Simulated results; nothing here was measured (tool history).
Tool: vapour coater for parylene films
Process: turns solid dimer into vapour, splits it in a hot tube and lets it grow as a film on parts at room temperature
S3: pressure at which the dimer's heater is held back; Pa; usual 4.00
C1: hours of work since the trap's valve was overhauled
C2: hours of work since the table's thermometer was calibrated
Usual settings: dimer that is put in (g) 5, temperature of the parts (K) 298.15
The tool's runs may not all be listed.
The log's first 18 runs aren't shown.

run 19 hour=233.8 | dimer_that_is_put_in_(g)=5 temperature_of_the_parts_(K)=298.15 S3=4.00 | C1=438 C2=256 | thickness_of_the_film_(nm)=2670
run 20 hour=242.7 | dimer_that_is_put_in_(g)=5 temperature_of_the_parts_(K)=298.15 S3=4.00 | C1=443 C2=262 | thickness_of_the_film_(nm)=2590
run 21 hour=256.2 | dimer_that_is_put_in_(g)=5 temperature_of_the_parts_(K)=298.15 S3=4.00 | C1=451 C2=269 | thickness_of_the_film_(nm)=2610
run 22 hour=270.9 | dimer_that_is_put_in_(g)=5 temperature_of_the_parts_(K)=298.15 S3=4.00 | C1=459 C2=278 | thickness_of_the_film_(nm)=2670
run 23 hour=279.7 | dimer_that_is_put_in_(g)=3 temperature_of_the_parts_(K)=304.15 S3=10.25 | C1=464 C2=282 | thickness_of_the_film_(nm)=1130
run 24 hour=287.5 | dimer_that_is_put_in_(g)=3 temperature_of_the_parts_(K)=304.15 S3=10.25 | C1=468 C2=287 | thickness_of_the_film_(nm)=1150
run 25 hour=295.0 | dimer_that_is_put_in_(g)=3 temperature_of_the_parts_(K)=304.15 S3=10.25 | C1=473 C2=291 | thickness_of_the_film_(nm)=1130
run 26 hour=305.7 | dimer_that_is_put_in_(g)=6 temperature_of_the_parts_(K)=293.15 S3=6.41 | C1=479 C2=297 | thickness_of_the_film_(nm)=3670
run 27 hour=316.0 | dimer_that_is_put_in_(g)=4 temperature_of_the_parts_(K)=293.15 S3=7.83 | C1=484 C2=303 | thickness_of_the_film_(nm)=2430
run 28 hour=331.7 | dimer_that_is_put_in_(g)=4 temperature_of_the_parts_(K)=297.15 S3=2.49 | C1=493 C2=312 | thickness_of_the_film_(nm)=2270
run 29 hour=342.6 | dimer_that_is_put_in_(g)=4 temperature_of_the_parts_(K)=297.15 S3=2.49 | C1=500 C2=318 | thickness_of_the_film_(nm)=2320
run 30 hour=352.9 | dimer_that_is_put_in_(g)=5 temperature_of_the_parts_(K)=308.15 S3=4.00 | C1=505 C2=324 | thickness_of_the_film_(nm)=1760
run 31 hour=367.3 | dimer_that_is_put_in_(g)=2 temperature_of_the_parts_(K)=301.15 S3=2.51 | C1=514 C2=332 | thickness_of_the_film_(nm)=990
run 32 hour=383.3 | dimer_that_is_put_in_(g)=4 temperature_of_the_parts_(K)=298.15 S3=2.12 | C1=523 C2=341 | thickness_of_the_film_(nm)=2250
run 33 hour=397.4 | dimer_that_is_put_in_(g)=5 temperature_of_the_parts_(K)=303.15 S3=2.21 | C1=531 C2=349 | thickness_of_the_film_(nm)=2320
run 34 hour=412.2 | dimer_that_is_put_in_(g)=4 temperature_of_the_parts_(K)=297.15 S3=5.15 | C1=539 C2=358 | thickness_of_the_film_(nm)=2120
run 35 hour=425.7 | dimer_that_is_put_in_(g)=3 temperature_of_the_parts_(K)=298.15 S3=4.00 | C1=547 C2=365 | thickness_of_the_film_(nm)=1560
run 36 hour=438.4 | dimer_that_is_put_in_(g)=3 temperature_of_the_parts_(K)=298.15 S3=4.00 | C1=554 C2=373 | thickness_of_the_film_(nm)=1560
run 37 hour=447.0 | dimer_that_is_put_in_(g)=3 temperature_of_the_parts_(K)=295.15 S3=4.00 | C1=559 C2=377 | thickness_of_the_film_(nm)=1770

The next listed run, before its measurement:
run 38 hour=457.9 | dimer_that_is_put_in_(g)=8 temperature_of_the_parts_(K)=298.15 S3=8.19 | C1=565 C2=384 | thickness_of_the_film_(nm)=?

Run 38 gave thickness of the film (nm) 3840.
Without the tool's hidden state the same run would have given thickness of the film (nm) 3860.

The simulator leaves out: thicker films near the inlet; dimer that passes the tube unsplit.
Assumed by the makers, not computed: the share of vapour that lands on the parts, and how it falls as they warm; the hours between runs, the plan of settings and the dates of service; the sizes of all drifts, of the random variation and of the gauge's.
